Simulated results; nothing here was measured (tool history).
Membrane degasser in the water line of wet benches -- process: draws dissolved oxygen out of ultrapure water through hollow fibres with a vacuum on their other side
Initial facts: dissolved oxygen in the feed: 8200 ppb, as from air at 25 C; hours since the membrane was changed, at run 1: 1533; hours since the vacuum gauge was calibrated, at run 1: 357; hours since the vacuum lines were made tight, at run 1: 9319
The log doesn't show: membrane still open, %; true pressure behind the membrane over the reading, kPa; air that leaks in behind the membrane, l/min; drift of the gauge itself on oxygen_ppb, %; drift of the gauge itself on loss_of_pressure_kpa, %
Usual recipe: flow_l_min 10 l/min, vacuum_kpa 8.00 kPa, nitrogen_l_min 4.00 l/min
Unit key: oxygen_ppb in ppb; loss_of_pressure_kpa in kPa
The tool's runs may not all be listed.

| run | hour | flow_l_min | vacuum_kpa | nitrogen_l_min | hours since the membrane was changed | hours since the vacuum gauge was calibrated | hours since the vacuum lines were made tight | oxygen_ppb | loss_of_pressure_kpa |
|---|---|---|---|---|---|---|---|---|---|
| 1 | 0.0 | 10 | 8.00 | 4.00 | 1533 | 357 | 9319 | 32.4 | 50.12 |
| 2 | 51.9 | 10 | 8.00 | 4.00 | 1585 | 409 | 9371 | 32.9 | 49.66 |
| 3 | 122.8 | 10 | 8.00 | 4.00 | 1656 | 479 | 9442 | 31.7 | 49.81 |
| 4 | 197.5 | 6 | 8.00 | 4.00 | 1731 | 554 | 9517 | 18.1 | 29.73 |
| 5 | 250.9 | 6 | 8.00 | 4.00 | 1784 | 607 | 9570 | 17.9 | 29.72 |
| 6 | 340.6 | 6 | 8.00 | 4.00 | 1874 | 697 | 9660 | 18.1 | 29.71 |
| 7 | 435.1 | 10 | 13.39 | 4.00 | 1968 | 792 | 9754 | 64.9 | 49.43 |
| 8 | 506.4 | 10 | 13.39 | 4.00 | 2040 | 863 | 9825 | 64.5 | 48.48 |
| 9 | 550.9 | 10 | 8.19 | 4.00 | 2084 | 907 | 9870 | 32.7 | 48.96 |
| 10 | 590.9 | 10 | 8.19 | 4.00 | 2124 | 947 | 9910 | 33.0 | 49.29 |
| 11 | 667.8 | 10 | 15.23 | 4.00 | 2201 | 1024 | 9987 | 75.3 | 49.28 |
| 12 | 719.5 | 14 | 10.25 | 8.10 | 2253 | 1076 | 10039 | 44.4 | 68.82 |
| 13 | 797.9 | 6 | 15.46 | 3.03 | 2331 | 1154 | 10117 | 59.7 | 29.35 |
| 14 | 839.7 | 15 | 15.46 | 9.68 | 2373 | 1196 | 10159 | 65.1 | 73.83 |
| 15 | 935.2 | 14 | 17.05 | 4.00 | 2469 | 1292 | 10254 | 131.8 | 68.59 |
|  | 996.9 | gauge calibrated |
| 16 | 1006.8 | 14 | 17.05 | 4.00 | 2540 | 1363 | 10326 | 131.7 | 70.09 |

3 ways to go on from here, each from the tool as it stands after run 16. What would each give?
| A | 1090.2 | 6 | 5.77 | 2.00 | 2624 | 1447 | 10409 | ? | ? |
| B | 1090.2 | 14 | 17.05 | 2.43 | 2624 | 1447 | 10409 | ? | ? |
| C | 1090.2 | 9 | 10.89 | 2.51 | 2624 | 1447 | 10409 | ? | ? |

| run | oxygen_ppb | loss_of_pressure_kpa |
|---|---|---|
| A | 19.3 | 29.95 |
| B | 203.9 | 69.73 |
| C | 68.6 | 44.93 |
Without the tool's hidden state the same runs would have given:
| run | oxygen_ppb | loss_of_pressure_kpa |
|---|---|---|
| A | 19.2 | 30.01 |
| B | 203.8 | 69.86 |
| C | 68.6 | 45.01 |
